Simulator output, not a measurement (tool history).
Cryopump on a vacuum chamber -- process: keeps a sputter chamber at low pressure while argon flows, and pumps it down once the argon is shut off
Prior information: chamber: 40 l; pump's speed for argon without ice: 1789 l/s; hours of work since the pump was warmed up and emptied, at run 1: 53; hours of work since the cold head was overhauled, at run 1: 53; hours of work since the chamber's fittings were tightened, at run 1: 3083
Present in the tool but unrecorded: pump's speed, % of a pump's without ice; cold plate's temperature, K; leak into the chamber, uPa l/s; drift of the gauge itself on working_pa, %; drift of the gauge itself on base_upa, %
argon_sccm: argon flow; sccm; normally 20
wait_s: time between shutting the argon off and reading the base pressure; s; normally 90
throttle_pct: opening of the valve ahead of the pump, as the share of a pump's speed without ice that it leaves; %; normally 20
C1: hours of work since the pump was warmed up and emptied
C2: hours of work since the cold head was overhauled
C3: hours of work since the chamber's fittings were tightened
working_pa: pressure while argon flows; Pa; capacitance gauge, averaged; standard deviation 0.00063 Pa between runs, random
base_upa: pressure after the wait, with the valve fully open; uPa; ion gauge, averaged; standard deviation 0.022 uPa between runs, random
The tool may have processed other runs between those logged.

run 1 hour=0.0 | argon_sccm=20 wait_s=90 throttle_pct=20 | C1=53 C2=53 C3=3083 | working_pa=0.0946 base_upa=2.53
run 2 hour=51.6 | argon_sccm=20 wait_s=90 throttle_pct=20 | C1=80 C2=80 C3=3110 | working_pa=0.0952 base_upa=2.61
run 3 hour=85.5 | argon_sccm=20 wait_s=90 throttle_pct=20 | C1=98 C2=98 C3=3128 | working_pa=0.0960 base_upa=2.73
run 4 hour=132.5 | argon_sccm=13 wait_s=90 throttle_pct=20 | C1=122 C2=122 C3=3152 | working_pa=0.0621 base_upa=2.79
run 5 hour=170.1 | argon_sccm=13 wait_s=90 throttle_pct=20 | C1=141 C2=141 C3=3171 | working_pa=0.0633 base_upa=2.80
run 6 hour=202.0 | argon_sccm=20 wait_s=90 throttle_pct=20 | C1=158 C2=158 C3=3188 | working_pa=0.0963 base_upa=2.78
run 7 hour=251.4 | argon_sccm=20 wait_s=90 throttle_pct=20 | C1=183 C2=183 C3=3213 | working_pa=0.0954 base_upa=2.86
run 8 hour=300.7 | argon_sccm=20 wait_s=90 throttle_pct=20 | C1=209 C2=209 C3=3239 | working_pa=0.0970 base_upa=2.83
run 9 hour=343.5 | argon_sccm=20 wait_s=90 throttle_pct=20 | C1=231 C2=231 C3=3261 | working_pa=0.0965 base_upa=2.93
run 10 hour=368.6 | argon_sccm=20 wait_s=90 throttle_pct=20 | C1=244 C2=244 C3=3274 | working_pa=0.0980 base_upa=2.86
run 11 hour=394.4 | argon_sccm=37 wait_s=278 throttle_pct=20 | C1=257 C2=257 C3=3287 | working_pa=0.1791 base_upa=2.66
run 12 hour=438.1 | argon_sccm=20 wait_s=45 throttle_pct=20 | C1=280 C2=280 C3=3310 | working_pa=0.0984 base_upa=3.35
run 13 hour=471.2 | argon_sccm=11 wait_s=90 throttle_pct=48 | C1=297 C2=297 C3=3327 | working_pa=0.0230 base_upa=3.00
run 14 hour=527.4 | argon_sccm=20 wait_s=100 throttle_pct=20 | C1=326 C2=326 C3=3356 | working_pa=0.0972 base_upa=3.01
run 15 hour=554.4 | argon_sccm=20 wait_s=100 throttle_pct=20 | C1=340 C2=340 C3=3370 | working_pa=0.0970 base_upa=3.07

Some steps in working_pa between neighbouring runs. How much of each would the tool show without its hidden state too (settings, what came in, random variation), and how much is left for the hidden state, with any gauge scatter that isn't in both results?
Run 10 -> 11: argon_sccm 20 -> 37, wait_s 90 -> 278. working_pa +0.0811 Pa: hidden state +0.0020, all else +0.0791.
